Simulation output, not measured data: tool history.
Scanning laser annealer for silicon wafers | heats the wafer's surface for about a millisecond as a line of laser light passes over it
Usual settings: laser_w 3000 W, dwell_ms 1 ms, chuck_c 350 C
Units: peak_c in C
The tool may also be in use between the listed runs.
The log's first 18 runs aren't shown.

run   hour  laser_w  dwell_ms  chuck_c  peak_c
 19  167.2     3000      1.18      350    1254
 20    181     3000      1.18      350    1255
 21  186.8     3000      1.18      350    1255
 22  193.1     3000      1.18      350    1255
 23  200.6     3083      1.14      379    1289
 24  213.1     3083      1.24      340    1295
 25  222.5     2728      0.97      350    1087
 26  234.9     2614      0.87      350    1015
 27  243.3     2776      0.92      350    1077
 28  252.4     3000         1      365    1185
 29  265.4     2921       1.2      322    1213
 30  277.8     2921       1.2      322    1210
 31  290.2     2992      1.16      363    1253
 32  296.5     3098       0.9      350    1142
 33  306.9     3098      0.74      350    1057
 34  317.1     3098      0.74      350    1060
 35  329.1     3098      0.74      350    1057
 36  342.7     3135      0.91      350    1156
 37  356.8     3135      0.91      350    1155
 38    366     2807      1.23      328    1196
 39  377.3     3000         1      379    1195
 40    388     3122         1      319    1168

4 ways to go on from here, each from the tool as it stands after run 40. What would each give?
  A  396.2     2659      0.98      356       ?
  B  396.2     3098         1      319       ?
  C  396.2     3217      1.19      371       ?
  D  396.2     3122      1.16      364       ?

run  peak_c
  A    1079
  B    1161
  C    1336
  D    1289
Without the tool's hidden state the same runs would have given:
run  peak_c
  A    1089
  B    1174
  C    1350
  D    1303
